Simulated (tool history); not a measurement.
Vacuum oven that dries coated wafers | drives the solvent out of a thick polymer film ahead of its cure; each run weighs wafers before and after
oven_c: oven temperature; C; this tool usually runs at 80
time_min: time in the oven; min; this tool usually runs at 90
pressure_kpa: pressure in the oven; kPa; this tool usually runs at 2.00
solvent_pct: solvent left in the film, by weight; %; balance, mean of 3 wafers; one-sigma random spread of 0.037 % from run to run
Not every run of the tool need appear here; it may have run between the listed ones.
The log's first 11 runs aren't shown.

run    hour  oven_c  time_min  pressure_kpa  hours of work since the thermocouples were calibrated  hours of work since the vacuum gauge was cleaned of residue  solvent_pct
 12   384.7      80        90          2.00                                                    171                                                          749         2.61
 13   415.4      80        90          2.00                                                    194                                                          773         2.64
      422.4  -- oven's thermocouples calibrated, once more
 14   457.5      80        90          2.00                                                     27                                                          803         3.12
 15   503.0      80        90          3.25                                                     62                                                          838         3.81
 16   557.1      80        99          2.00                                                    103                                                          879         2.69
 17   600.2      80        99          2.00                                                    136                                                          912         2.77
 18   640.7      80        99          2.00                                                    167                                                          943         2.76
 19   667.8      80        99          2.00                                                    188                                                          964         2.72
 20   703.5      90       111          1.53                                                    215                                                          992         0.88
 21   756.9      90       111          1.53                                                    256                                                         1032         0.99
 22   807.3      90       111          1.53                                                    295                                                         1071         0.94
 23   854.1      80        96          2.00                                                    331                                                         1107         2.82
 24   880.5      80        96          2.00                                                    351                                                         1127         2.91
 25   905.9      86        88          1.10                                                    370                                                         1147         1.46
 26   928.1      80        90          1.45                                                    387                                                         1164         2.78
 27   965.3      65        95          3.65                                                    416                                                         1192        10.15
 28  1000.5      86        60          5.20                                                    443                                                         1219         4.57
 29  1024.3      87        90          5.61                                                    461                                                         1237         3.35
 30  1060.7      89        90          1.22                                                    489                                                         1265         1.08
 31  1114.1      89        90          1.22                                                    530                                                         1306         1.03
 32  1142.0      87        52          5.46                                                    551                                                         1327         4.93
 33  1179.4      87        52          5.46                                                    580                                                         1356         4.92
 34  1216.6      68       150          3.86                                                    608                                                         1384         6.64

Branching from run 34: 4 alternative next runs. What would each branch give?
  A  1266.9      82        87          5.70                                                    647                                                         1423            ?
  B  1266.9      80        90          1.67                                                    647                                                         1423            ?
  C  1266.9      80        55          3.97                                                    647                                                         1423            ?
  D  1266.9      70        90          2.00                                                    647                                                         1423            ?

run  solvent_pct
  A         4.78
  B         2.93
  C         6.54
  D         6.76
With no hidden state in the tool, these same runs would have given:
run  solvent_pct
  A         4.71
  B         2.81
  C         6.57
  D         6.68
